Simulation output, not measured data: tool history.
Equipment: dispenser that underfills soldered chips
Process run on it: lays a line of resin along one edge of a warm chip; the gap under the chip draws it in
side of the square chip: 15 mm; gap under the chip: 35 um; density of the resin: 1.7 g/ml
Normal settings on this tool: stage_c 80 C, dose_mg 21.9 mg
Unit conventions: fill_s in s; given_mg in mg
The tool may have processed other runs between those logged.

run	day	stage_c	dose_mg	fill_s	given_mg
1	0.000	80	21.9	173.3	21.84
2	0.342	80	21.9	147.0	21.68
3	0.750	80	21.9	137.8	21.72
4	1.300	80	21.9	144.5	21.71
5	1.608	80	21.9	189.2	21.68
6	2.162	80	21.9	197.6	21.47
7	2.600	80	21.9	185.7	21.46
8	2.933	80	21.9	161.5	21.49
9	3.304	80	21.9	148.3	21.40
10	3.658	80	21.9	200.2	21.40
11	4.058	84	21.9	164.1	21.33
12	4.300	80	21.9	148.0	21.31
13	4.838	80	21.9	145.0	21.79
14	5.221	80	25.4	197.3	25.23
15	5.492	75	21.9	195.9	21.79
16	5.917	75	21.9	185.5	21.76
17	6.158	75	21.9	225.4	21.68
18	6.704	77	20.0	219.5	19.75
19	7.212	93	20.3	138.7	20.02
20	7.775	71	25.4	181.8	24.96
21	8.129	81	27.2	182.2	26.64
22	8.412	72	27.2	190.8	26.67
23	8.704	72	27.2	246.7	26.53
24	9.167	82	21.4	185.4	20.77
25	9.538	85	21.9	150.7	21.37
26	9.988	68	21.9	234.4	21.27
27	10.488	80	26.2	157.5	26.14
28	10.888	77	21.9	159.5	21.77
29	11.129	66	27.1	268.5	27.06
30	11.571	75	21.1	197.2	20.96
31	12.112	94	28.1	116.5	27.81
32	12.658	87	25.8	146.3	25.47
33	13.104	87	25.8	141.0	25.44
34	13.575	67	27.6	238.9	27.09

Not shown: 29 entries that the log had between the listed runs. Between which runs, and how does the tool's hidden state differ before and after?
From run 1 to run 2: new syringe of resin (day 0.271)
  resin's viscosity, % of fresh resin's: 124 -> 106.2; dose that the valve gives, % of what is set: 99.61 -> 99.44; true chip temperature over the reading, C: 0.28 -> 0.3
  what was measured, less what the result would be without the hidden state, fill_s: +32.4 -> +7.5 s; given_mg: -0.08 -> -0.12 mg
From run 2 to run 3: new syringe of resin (day 0.750)
  resin's viscosity, % of fresh resin's: 106.2 -> 99; dose that the valve gives, % of what is set: 99.44 -> 99.22; true chip temperature over the reading, C: 0.3 -> 0.31
  what was measured, less what the result would be without the hidden state, fill_s: +7.5 -> -2.5 s; given_mg: -0.12 -> -0.17 mg
From run 3 to run 4: new syringe of resin (day 1.258)
  resin's viscosity, % of fresh resin's: 99 -> 102.6; dose that the valve gives, % of what is set: 99.22 -> 98.93; true chip temperature over the reading, C: 0.31 -> 0.34
  what was measured, less what the result would be without the hidden state, fill_s: -2.5 -> +2.5 s; given_mg: -0.17 -> -0.24 mg
From run 5 to run 6: new syringe of resin (day 1.750)
  resin's viscosity, % of fresh resin's: 133.2 -> 143.2; dose that the valve gives, % of what is set: 98.76 -> 98.45; true chip temperature over the reading, C: 0.35 -> 0.38
  what was measured, less what the result would be without the hidden state, fill_s: +45.7 -> +58.2 s; given_mg: -0.28 -> -0.34 mg
From run 6 to run 7: new syringe of resin (day 2.262)
  resin's viscosity, % of fresh resin's: 143.2 -> 134.5; dose that the valve gives, % of what is set: 98.45 -> 98.22; true chip temperature over the reading, C: 0.38 -> 0.4
  what was measured, less what the result would be without the hidden state, fill_s: +58.2 -> +46.2 s; given_mg: -0.34 -> -0.39 mg
From run 7 to run 8: new syringe of resin (day 2.762)
  resin's viscosity, % of fresh resin's: 134.5 -> 116; dose that the valve gives, % of what is set: 98.22 -> 98.02; true chip temperature over the reading, C: 0.4 -> 0.41
  what was measured, less what the result would be without the hidden state, fill_s: +46.2 -> +20.9 s; given_mg: -0.39 -> -0.43 mg
From run 8 to run 9: new syringe of resin (day 3.246)
  resin's viscosity, % of fresh resin's: 116 -> 106; dose that the valve gives, % of what is set: 98.02 -> 97.8; true chip temperature over the reading, C: 0.41 -> 0.43
  what was measured, less what the result would be without the hidden state, fill_s: +20.9 -> +7.0 s; given_mg: -0.43 -> -0.49 mg
From run 10 to run 11: new syringe of resin (day 3.742)
  resin's viscosity, % of fresh resin's: 143.4 -> 131.2; dose that the valve gives, % of what is set: 97.61 -> 97.38; true chip temperature over the reading, C: 0.45 -> 0.46
  what was measured, less what the result would be without the hidden state, fill_s: +59.1 -> +37.7 s; given_mg: -0.53 -> -0.58 mg
From run 11 to run 12: new syringe of resin (day 4.229)
  resin's viscosity, % of fresh resin's: 131.2 -> 105.7; dose that the valve gives, % of what is set: 97.38 -> 97.25; true chip temperature over the reading, C: 0.46 -> 0.47
  what was measured, less what the result would be without the hidden state, fill_s: +37.7 -> +6.5 s; given_mg: -0.58 -> -0.60 mg
From run 12 to run 13: dispensing valve cleaned and set on the balance (day 4.667); new syringe of resin (day 4.779)
  resin's viscosity, % of fresh resin's: 105.7 -> 104.8; dose that the valve gives, % of what is set: 97.25 -> 99.78; true chip temperature over the reading, C: 0.47 -> 0.5
  what was measured, less what the result would be without the hidden state, fill_s: +6.5 -> +4.7 s; given_mg: -0.60 -> -0.05 mg
From run 14 to run 15: new syringe of resin (day 5.267)
  resin's viscosity, % of fresh resin's: 144.7 -> 122.3; dose that the valve gives, % of what is set: 99.58 -> 99.43; true chip temperature over the reading, C: 0.51 -> 0.52
  what was measured, less what the result would be without the hidden state, fill_s: +59.0 -> +33.2 s; given_mg: -0.11 -> -0.12 mg
From run 15 to run 16: new syringe of resin (day 5.767)
  resin's viscosity, % of fresh resin's: 122.3 -> 115.6; dose that the valve gives, % of what is set: 99.43 -> 99.19; true chip temperature over the reading, C: 0.52 -> 0.54
  what was measured, less what the result would be without the hidden state, fill_s: +33.2 -> +22.5 s; given_mg: -0.12 -> -0.18 mg
From run 17 to run 18: new syringe of resin (day 6.271)
  resin's viscosity, % of fresh resin's: 142.4 -> 144; dose that the valve gives, % of what is set: 99.06 -> 98.75; true chip temperature over the reading, C: 0.55 -> 0.57
  what was measured, less what the result would be without the hidden state, fill_s: +64.8 -> +64.8 s; given_mg: -0.20 -> -0.25 mg
From run 18 to run 19: new syringe of resin (day 6.783)
  resin's viscosity, % of fresh resin's: 144 -> 146.3; dose that the valve gives, % of what is set: 98.75 -> 98.5; true chip temperature over the reading, C: 0.57 -> 0.6
  what was measured, less what the result would be without the hidden state, fill_s: +64.8 -> +42.6 s; given_mg: -0.25 -> -0.30 mg
From run 19 to run 20: new syringe of resin (day 7.267); new syringe of resin (day 7.750)
  resin's viscosity, % of fresh resin's: 146.3 -> 102.5; dose that the valve gives, % of what is set: 98.5 -> 98.22; true chip temperature over the reading, C: 0.6 -> 0.62
  what was measured, less what the result would be without the hidden state, fill_s: +42.6 -> +1.1 s; given_mg: -0.30 -> -0.45 mg
From run 21 to run 22: new syringe of resin (day 8.271)
  resin's viscosity, % of fresh resin's: 138.4 -> 112.3; dose that the valve gives, % of what is set: 98.04 -> 97.88; true chip temperature over the reading, C: 0.64 -> 0.65
  what was measured, less what the result would be without the hidden state, fill_s: +48.0 -> +17.7 s; given_mg: -0.53 -> -0.58 mg
From run 23 to run 24: new syringe of resin (day 8.762)
  resin's viscosity, % of fresh resin's: 144.2 -> 141.4; dose that the valve gives, % of what is set: 97.73 -> 97.48; true chip temperature over the reading, C: 0.67 -> 0.69
  what was measured, less what the result would be without the hidden state, fill_s: +72.1 -> +52.1 s; given_mg: -0.62 -> -0.54 mg
From run 24 to run 25: new syringe of resin (day 9.271)
  resin's viscosity, % of fresh resin's: 141.4 -> 125.9; dose that the valve gives, % of what is set: 97.48 -> 97.3; true chip temperature over the reading, C: 0.69 -> 0.7
  what was measured, less what the result would be without the hidden state, fill_s: +52.1 -> +28.9 s; given_mg: -0.54 -> -0.59 mg
From run 25 to run 26: new syringe of resin (day 9.775)
  resin's viscosity, % of fresh resin's: 125.9 -> 119.5; dose that the valve gives, % of what is set: 97.3 -> 97.03; true chip temperature over the reading, C: 0.7 -> 0.72
  what was measured, less what the result would be without the hidden state, fill_s: +28.9 -> +34.3 s; given_mg: -0.59 -> -0.65 mg
From run 26 to run 27: dispensing valve cleaned and set on the balance (day 10.062); new syringe of resin (day 10.312)
  resin's viscosity, % of fresh resin's: 119.5 -> 116.3; dose that the valve gives, % of what is set: 97.03 -> 99.75; true chip temperature over the reading, C: 0.72 -> 0.74
  what was measured, less what the result would be without the hidden state, fill_s: +34.3 -> +19.0 s; given_mg: -0.65 -> -0.06 mg
From run 27 to run 28: new syringe of resin (day 10.821)
  resin's viscosity, % of fresh resin's: 116.3 -> 105.9; dose that the valve gives, % of what is set: 99.75 -> 99.54; true chip temperature over the reading, C: 0.74 -> 0.76
  what was measured, less what the result would be without the hidden state, fill_s: +19.0 -> +5.5 s; given_mg: -0.06 -> -0.10 mg
From run 29 to run 30: new syringe of resin (day 11.333)
  resin's viscosity, % of fresh resin's: 130.2 -> 123.1; dose that the valve gives, % of what is set: 99.42 -> 99.19; true chip temperature over the reading, C: 0.77 -> 0.79
  what was measured, less what the result would be without the hidden state, fill_s: +57.2 -> +33.2 s; given_mg: -0.16 -> -0.17 mg
From run 30 to run 31: new syringe of resin (day 11.821)
  resin's viscosity, % of fresh resin's: 123.1 -> 128.2; dose that the valve gives, % of what is set: 99.19 -> 98.91; true chip temperature over the reading, C: 0.79 -> 0.81
  what was measured, less what the result would be without the hidden state, fill_s: +33.2 -> +23.6 s; given_mg: -0.17 -> -0.30 mg
From run 31 to run 32: new syringe of resin (day 12.338)
  resin's viscosity, % of fresh resin's: 128.2 -> 131.3; dose that the valve gives, % of what is set: 98.91 -> 98.63; true chip temperature over the reading, C: 0.81 -> 0.84
  what was measured, less what the result would be without the hidden state, fill_s: +23.6 -> +32.3 s; given_mg: -0.30 -> -0.36 mg
From run 32 to run 33: new syringe of resin (day 12.829)
  resin's viscosity, % of fresh resin's: 131.3 -> 126.3; dose that the valve gives, % of what is set: 98.63 -> 98.41; true chip temperature over the reading, C: 0.84 -> 0.86
  what was measured, less what the result would be without the hidden state, fill_s: +32.3 -> +26.7 s; given_mg: -0.36 -> -0.41 mg
From run 33 to run 34: new syringe of resin (day 13.321)
  resin's viscosity, % of fresh resin's: 126.3 -> 120.5; dose that the valve gives, % of what is set: 98.41 -> 98.15; true chip temperature over the reading, C: 0.86 -> 0.88
  what was measured, less what the result would be without the hidden state, fill_s: +26.7 -> +35.3 s; given_mg: -0.41 -> -0.51 mg

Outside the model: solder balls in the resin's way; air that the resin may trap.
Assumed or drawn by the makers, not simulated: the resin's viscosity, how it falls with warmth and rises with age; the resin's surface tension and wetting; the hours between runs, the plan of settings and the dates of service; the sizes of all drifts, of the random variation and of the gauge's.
